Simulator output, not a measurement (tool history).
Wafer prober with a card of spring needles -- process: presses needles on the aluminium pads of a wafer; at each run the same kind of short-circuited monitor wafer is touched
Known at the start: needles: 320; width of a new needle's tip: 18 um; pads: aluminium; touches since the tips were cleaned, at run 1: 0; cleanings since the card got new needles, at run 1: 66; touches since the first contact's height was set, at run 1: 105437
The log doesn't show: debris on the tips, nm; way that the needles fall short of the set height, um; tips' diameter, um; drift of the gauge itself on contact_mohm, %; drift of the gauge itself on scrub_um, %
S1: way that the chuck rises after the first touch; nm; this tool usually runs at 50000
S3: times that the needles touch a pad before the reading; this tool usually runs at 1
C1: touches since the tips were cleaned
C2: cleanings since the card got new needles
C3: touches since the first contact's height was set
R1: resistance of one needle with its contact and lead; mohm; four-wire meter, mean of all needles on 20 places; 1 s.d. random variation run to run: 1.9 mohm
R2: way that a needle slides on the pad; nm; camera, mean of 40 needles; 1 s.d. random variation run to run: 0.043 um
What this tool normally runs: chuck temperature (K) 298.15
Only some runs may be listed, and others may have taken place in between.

Run 1, hour 0: usual settings; C1 0; C2 66; C3 105437. Result: R1 209 mohm, R2 6520 nm.
At hour 8.2: tips cleaned on abrasive film.
Run 2, hour 9.6: usual settings; C1 531; C2 67; C3 109189. Result: R1 219 mohm, R2 6660 nm.
At hour 16.2: tips cleaned on abrasive film.
Run 3, hour 16.3: usual settings; C1 62; C2 68; C3 111828. Result: R1 215 mohm, R2 6530 nm.
At hour 22.9: height of the first contact set anew.
At hour 23.9: tips cleaned on abrasive film.
Run 4, hour 30.5: usual settings; C1 2585; C2 69; C3 2941. Result: R1 251 mohm, R2 6830 nm.
At hour 31.9: tips cleaned on abrasive film.
At hour 39.3: tips cleaned on abrasive film.
Run 5, hour 39.7: usual settings but S1 67000 nm; C1 152; C2 71; C3 6504. Result: R1 205 mohm, R2 9210 nm.
At hour 47.3: tips cleaned on abrasive film.
Run 6, hour 51.3: usual settings but S1 67000 nm; C1 1575; C2 72; C3 11084. Result: R1 223 mohm, R2 9240 nm.
At hour 55.2: tips cleaned on abrasive film.
At hour 62.5: tips cleaned on abrasive film.
Run 7, hour 65.3: usual settings but S1 33000 nm; C1 1113; C2 74; C3 16537. Result: R1 269 mohm, R2 4550 nm.
At hour 70.2: tips cleaned on abrasive film.
Run 8, hour 71.9: usual settings but S1 33000 nm; C1 650; C2 75; C3 19092. Result: R1 243 mohm, R2 4470 nm.
At hour 77.8: tips cleaned on abrasive film.
Run 9, hour 80.3: usual settings but S3 2; C1 991; C2 76; C3 22405. Result: R1 216 mohm, R2 6760 nm.
At hour 85.2: tips cleaned on abrasive film.
Run 10, hour 88.8: usual settings but chuck temperature (K) 343.15, S3 2; C1 1434; C2 77; C3 25716. Result: R1 230 mohm, R2 6740 nm.
At hour 92.9: tips cleaned on abrasive film.
At hour 100.4: tips cleaned on abrasive film.
Run 11, hour 102.8: usual settings but chuck temperature (K) 343.15, S3 2; C1 945; C2 79; C3 31167. Result: R1 226 mohm, R2 6730 nm.
At hour 107.6: tips cleaned on abrasive film.
Run 12, hour 113.6: usual settings but chuck temperature (K) 343.15, S3 2; C1 2356; C2 80; C3 35422. Result: R1 236 mohm, R2 6750 nm.
At hour 115.1: tips cleaned on abrasive film.
At hour 122.6: tips cleaned on abrasive film.
Run 13, hour 124.7: usual settings but S1 56000 nm; C1 842; C2 82; C3 39741. Result: R1 217 mohm, R2 7540 nm.
At hour 130.6: tips cleaned on abrasive film.
At hour 138.7: tips cleaned on abrasive film.
Run 14, hour 140: usual settings but S1 56000 nm; C1 500; C2 84; C3 45698. Result: R1 215 mohm, R2 7550 nm.
At hour 146: tips cleaned on abrasive film.
At hour 153.7: tips cleaned on abrasive film.
Run 15, hour 155.1: usual settings but S1 56000 nm; C1 566; C2 86; C3 51630. Result: R1 218 mohm, R2 7490 nm.
At hour 161.9: tips cleaned on abrasive film.
Run 16, hour 167: usual settings but chuck temperature (K) 324.15; C1 2032; C2 87; C3 56303. Result: R1 251 mohm, R2 6670 nm.
At hour 170: tips cleaned on abrasive film.
At hour 178: tips cleaned on abrasive film.
Run 17, hour 179.6: usual settings but S1 45000 nm, chuck temperature (K) 352.15; C1 615; C2 89; C3 61196. Result: R1 241 mohm, R2 5960 nm.
At hour 185.4: tips cleaned on abrasive film.
Run 18, hour 188.6: usual settings but S1 35000 nm, chuck temperature (K) 338.15, S3 3; C1 1281; C2 90; C3 64729. Result: R1 241 mohm, R2 4570 nm.
At hour 192.9: tips cleaned on abrasive film.
At hour 200.2: tips cleaned on abrasive film.
Run 19, hour 201.2: usual settings but S1 35000 nm, chuck temperature (K) 338.15, S3 3; C1 395; C2 92; C3 69641. Result: R1 235 mohm, R2 4560 nm.
At hour 207.8: tips cleaned on abrasive film.
Run 20, hour 211.1: usual settings but S1 31000 nm, chuck temperature (K) 303.15, S3 2; C1 1311; C2 93; C3 73509. Result: R1 273 mohm, R2 3970 nm.
At hour 215.2: tips cleaned on abrasive film.
Run 21, hour 221.5: usual settings but S1 60000 nm, chuck temperature (K) 347.15, S3 2; C1 2473; C2 94; C3 77569. Result: R1 235 mohm, R2 8030 nm.
At hour 223.3: tips cleaned on abrasive film.
At hour 230.9: tips cleaned on abrasive film.
Run 22, hour 234.8: usual settings but S1 60000 nm, chuck temperature (K) 347.15, S3 2; C1 1513; C2 96; C3 82760. Result: R1 228 mohm, R2 8070 nm.
At hour 238.7: tips cleaned on abrasive film.
Run 23, hour 245.4: usual settings but S1 35000 nm, chuck temperature (K) 329.15, S3 3; C1 2665; C2 97; C3 86926. Result: R1 261 mohm, R2 4460 nm.
At hour 246.9: tips cleaned on abrasive film.
Run 24, hour 252.7: usual settings but S1 35000 nm, chuck temperature (K) 329.15, S3 3; C1 2281; C2 98; C3 89765. Result: R1 255 mohm, R2 4520 nm.
At hour 255.4: tips cleaned on abrasive film.
At hour 262.7: tips cleaned on abrasive film.
Run 25, hour 267.1: usual settings but S1 44000 nm, chuck temperature (K) 348.15, S3 2; C1 1768; C2 100; C3 95415. Result: R1 253 mohm, R2 5700 nm.
At hour 271: tips cleaned on abrasive film.
Run 26, hour 275.4: usual settings but chuck temperature (K) 392.15; C1 1747; C2 101; C3 98672. Result: R1 265 mohm, R2 6580 nm.
At hour 278.9: tips cleaned on abrasive film.
At hour 286.9: tips cleaned on abrasive film.
Run 27, hour 288.3: usual settings but S1 32000 nm; C1 589; C2 103; C3 103699. Result: R1 260 mohm, R2 4070 nm.
At hour 294.7: tips cleaned on abrasive film.
Run 28, hour 299.1: usual settings but S1 37000 nm, chuck temperature (K) 323.15; C1 1728; C2 104; C3 107903. Result: R1 292 mohm, R2 4690 nm.
At hour 302: tips cleaned on abrasive film.
At hour 309.9: tips cleaned on abrasive film.
Run 29, hour 313.3: usual settings but S1 34000 nm; C1 1380; C2 106; C3 113475. Result: R1 294 mohm, R2 4310 nm.
At hour 316.7: height of the first contact set anew.
At hour 317.9: tips cleaned on abrasive film.
Run 30, hour 322.8: usual settings but S1 34000 nm; C1 1951; C2 107; C3 2385. Result: R1 302 mohm, R2 4650 nm.
At hour 325.3: tips cleaned on abrasive film.
At hour 333: tips cleaned on abrasive film.
Run 31, hour 336: usual settings but S1 38000 nm; C1 1187; C2 109; C3 7533. Result: R1 261 mohm, R2 5220 nm.

What would each run have given without the hidden state, its run-to-run variation left as it was?
run   R1    R2
  1  200  6830
  2  201  6990
  3  204  6870
  4  202  6840
  5  200  9240
  6  201  9280
  7  207  4620
  8  208  4540
  9  199  6850
 10  210  6840
 11  211  6840
 12  208  6870
 13  197  7690
 14  202  7710
 15  202  7670
 16  207  6860
 17  216  6170
 18  217  4790
 19  219  4800
 20  214  4220
 21  212  8290
 22  211  8350
 23  216  4750
 24  215  4820
 25  221  6020
 26  224  6910
 27  209  4420
 28  212  5050
 29  210  4690
 30  210  4660
 31  206  5250
